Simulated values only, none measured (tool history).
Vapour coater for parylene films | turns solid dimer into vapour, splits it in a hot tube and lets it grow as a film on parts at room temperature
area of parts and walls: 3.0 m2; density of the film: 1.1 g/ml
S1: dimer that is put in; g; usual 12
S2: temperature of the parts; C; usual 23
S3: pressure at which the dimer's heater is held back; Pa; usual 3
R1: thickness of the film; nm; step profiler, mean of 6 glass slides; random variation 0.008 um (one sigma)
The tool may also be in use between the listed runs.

run 1 hour=0 | S1=12 S2=23 S3=3 | R1=2550
run 2 hour=21.9 | S1=12 S2=27 S3=3 | R1=2378
run 3 hour=37 | S1=10 S2=27 S3=3 | R1=1968
run 4 hour=51.6 | S1=10 S2=27 S3=3 | R1=1980
run 5 hour=67.8 | S1=12 S2=23 S3=2.35 | R1=2618
run 6 hour=80.6 | S1=12 S2=23 S3=2.35 | R1=2620
run 7 hour=92.3 | S1=12 S2=23 S3=2.35 | R1=2637
run 8 hour=102.8 | S1=12 S2=23 S3=2.35 | R1=2610
run 9 hour=117.7 | S1=13 S2=23 S3=3 | R1=2731
run 10 hour=136.9 | S1=11 S2=23 S3=3 | R1=2302
run 11 hour=151.8 | S1=11 S2=23 S3=3 | R1=2295
run 12 hour=171.7 | S1=11 S2=23 S3=3 | R1=2302
run 13 hour=187.6 | S1=10 S2=31 S3=3.68 | R1=1782
run 14 hour=197 | S1=10 S2=31 S3=3.68 | R1=1783
run 15 hour=218 | S1=10 S2=31 S3=3.68 | R1=1776
run 16 hour=233.4 | S1=8 S2=31 S3=3.32 | R1=1435
run 17 hour=243.4 | S1=15 S2=18 S3=3 | R1=3373
run 18 hour=265.5 | S1=15 S2=18 S3=4.24 | R1=3199
run 19 hour=279.1 | S1=7 S2=32 S3=9.12 | R1=1053
run 20 hour=297.1 | S1=12 S2=27 S3=6.52 | R1=2061

5 ways to go on from here, each from the tool as it stands after run 20. What would each give?
run A hour=317.3 | S1=12 S2=23 S3=6.08 | R1=?
run B hour=317.3 | S1=5 S2=33 S3=7.88 | R1=?
run C hour=317.3 | S1=12 S2=34 S3=3 | R1=?
run D hour=317.3 | S1=10 S2=23 S3=5.68 | R1=?
run E hour=317.3 | S1=20 S2=17 S3=10.45 | R1=?

run=A R1=2218
run=B R1=763
run=C R1=2079
run=D R1=1888
run=E R1=3741
Without the tool's hidden state the same runs would have given:
run=A R1=2266
run=B R1=779
run=C R1=2124
run=D R1=1929
run=E R1=3822
